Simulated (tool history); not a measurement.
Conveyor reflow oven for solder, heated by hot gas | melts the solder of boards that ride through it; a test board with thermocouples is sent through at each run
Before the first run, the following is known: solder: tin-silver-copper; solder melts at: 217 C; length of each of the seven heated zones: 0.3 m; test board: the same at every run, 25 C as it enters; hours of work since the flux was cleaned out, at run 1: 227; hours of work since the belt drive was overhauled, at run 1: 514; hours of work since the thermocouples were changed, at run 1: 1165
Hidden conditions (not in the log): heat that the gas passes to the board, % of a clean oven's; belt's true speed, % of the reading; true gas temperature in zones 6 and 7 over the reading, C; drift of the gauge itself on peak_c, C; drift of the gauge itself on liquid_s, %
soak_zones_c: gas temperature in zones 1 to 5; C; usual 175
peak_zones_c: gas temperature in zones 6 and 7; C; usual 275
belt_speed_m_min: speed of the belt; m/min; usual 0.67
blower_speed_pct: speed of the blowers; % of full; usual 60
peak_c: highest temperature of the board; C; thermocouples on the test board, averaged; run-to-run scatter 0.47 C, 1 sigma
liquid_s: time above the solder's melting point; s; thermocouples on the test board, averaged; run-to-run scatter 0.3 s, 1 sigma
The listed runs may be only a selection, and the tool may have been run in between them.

| run | hour | soak_zones_c | peak_zones_c | belt_speed_m_min | blower_speed_pct | hours of work since the flux was cleaned out | hours of work since the belt drive was overhauled | hours of work since the thermocouples were changed | peak_c | liquid_s |
|---|---|---|---|---|---|---|---|---|---|---|
| 1 | 0 | 175 | 275 | 0.67 | 60 | 227 | 514 | 1165 | 250.9 | 39.8 |
| 2 | 44.5 | 175 | 275 | 0.67 | 60 | 249 | 536 | 1187 | 251.5 | 39.9 |
| 3 | 98.2 | 175 | 275 | 0.67 | 60 | 277 | 564 | 1215 | 251 | 39.8 |
|  | 113.8 | flux residue cleaned out of gas plates and filters |
| 4 | 138.8 | 175 | 275 | 0.67 | 60 | 13 | 582 | 1233 | 250.8 | 39.4 |
| 5 | 203.5 | 175 | 275 | 0.67 | 60 | 46 | 615 | 1266 | 250.4 | 38.9 |
| 6 | 256.2 | 175 | 275 | 0.67 | 60 | 73 | 642 | 1293 | 250.1 | 39.1 |
| 7 | 295.8 | 175 | 275 | 0.67 | 60 | 93 | 662 | 1313 | 250 | 39 |
| 8 | 342.1 | 163 | 275 | 0.744 | 75 | 117 | 686 | 1337 | 247.8 | 30.7 |
|  | 387.8 | belt drive overhauled, speed set with a stopwatch |
| 9 | 393.7 | 165 | 288 | 0.744 | 51 | 141 | 3 | 1361 | 249.3 | 31 |
|  | 424.7 | flux residue cleaned out of gas plates and filters, once more |
| 10 | 441.2 | 165 | 288 | 0.744 | 51 | 8 | 25 | 1383 | 251.6 | 32.4 |
| 11 | 488.4 | 163 | 280 | 0.764 | 51 | 33 | 49 | 1407 | 243 | 26 |
| 12 | 531.1 | 164 | 264 | 0.67 | 76 | 54 | 71 | 1429 | 244.3 | 33.2 |
| 13 | 579.9 | 175 | 274 | 0.767 | 60 | 79 | 96 | 1454 | 244.2 | 30.3 |
|  | 611.5 | thermocouples of zones 6 and 7 changed |
| 14 | 622.7 | 171 | 274 | 0.713 | 60 | 100 | 116 | 6 | 250.1 | 35.3 |

Each row is a separate what-if for the run after 14, all from the same tool condition, not one after another. Results?
| A | 652.8 | 161 | 287 | 0.633 | 60 | 116 | 132 | 21 | ? | ? |
| B | 652.8 | 171 | 274 | 0.727 | 60 | 116 | 132 | 21 | ? | ? |
| C | 652.8 | 170 | 274 | 0.713 | 85 | 116 | 132 | 21 | ? | ? |
| D | 652.8 | 171 | 282 | 0.713 | 58 | 116 | 132 | 21 | ? | ? |

| run | peak_c | liquid_s |
|---|---|---|
| A | 264.4 | 45.2 |
| B | 249.6 | 34 |
| C | 257.2 | 39.3 |
| D | 256.8 | 38.8 |
Take away the tool's hidden state, keep each run's random variation, and the runs would have read:
| run | peak_c | liquid_s |
|---|---|---|
| A | 264.6 | 45.1 |
| B | 249.8 | 33.9 |
| C | 257.5 | 39.3 |
| D | 256.9 | 38.8 |

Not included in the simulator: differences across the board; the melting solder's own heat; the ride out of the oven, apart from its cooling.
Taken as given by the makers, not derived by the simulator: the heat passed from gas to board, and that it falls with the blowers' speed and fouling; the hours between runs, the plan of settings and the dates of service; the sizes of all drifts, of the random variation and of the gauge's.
